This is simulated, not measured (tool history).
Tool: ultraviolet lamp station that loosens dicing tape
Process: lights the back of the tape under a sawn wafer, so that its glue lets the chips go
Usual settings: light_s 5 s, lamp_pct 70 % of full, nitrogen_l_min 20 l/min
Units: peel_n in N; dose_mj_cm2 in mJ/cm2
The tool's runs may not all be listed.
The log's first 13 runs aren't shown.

run   hour  light_s  lamp_pct  nitrogen_l_min  hours of work of the lamp  hours of work since the window was cleaned  peel_n  dose_mj_cm2
 14    130        5        81              20                         87                                          66   0.279          207
 15  139.9        5        67              20                         91                                          70   0.371          173
 16  151.4        5        67              20                         96                                          75   0.376          168
 17  164.5        5        67              20                        101                                          80   0.373          169
 18  172.1        5        70              20                        105                                          84   0.348          180
 19  182.5        5        70              20                        109                                          88   0.347          178
 20  195.1        5        70              20                        114                                          93   0.357          178
 21  201.3        5        70               8                        117                                          96   0.613          176
 22  212.9        4        71              20                        122                                         101   0.481          148
 23  219.5        4        62              20                        124                                         104   0.605          125
 24  227.3        4        62              20                        128                                         107   0.596          125
 25  234.9        2        89              14                        131                                         110   1.156           90
 26  248.2        3        99              23                        137                                         116   0.401          151
 27  259.1        5        70              10                        141                                         120   0.531          179

Run 28 comes next. What will it give?
 28  266.2        3        65              25                        144                                         123       ?            ?

Run 28 gave peel_n 0.772 N, dose_mj_cm2 100 mJ/cm2.
Without the tool's hidden state the same run would have given peel_n 0.771 N, dose_mj_cm2 100 mJ/cm2.
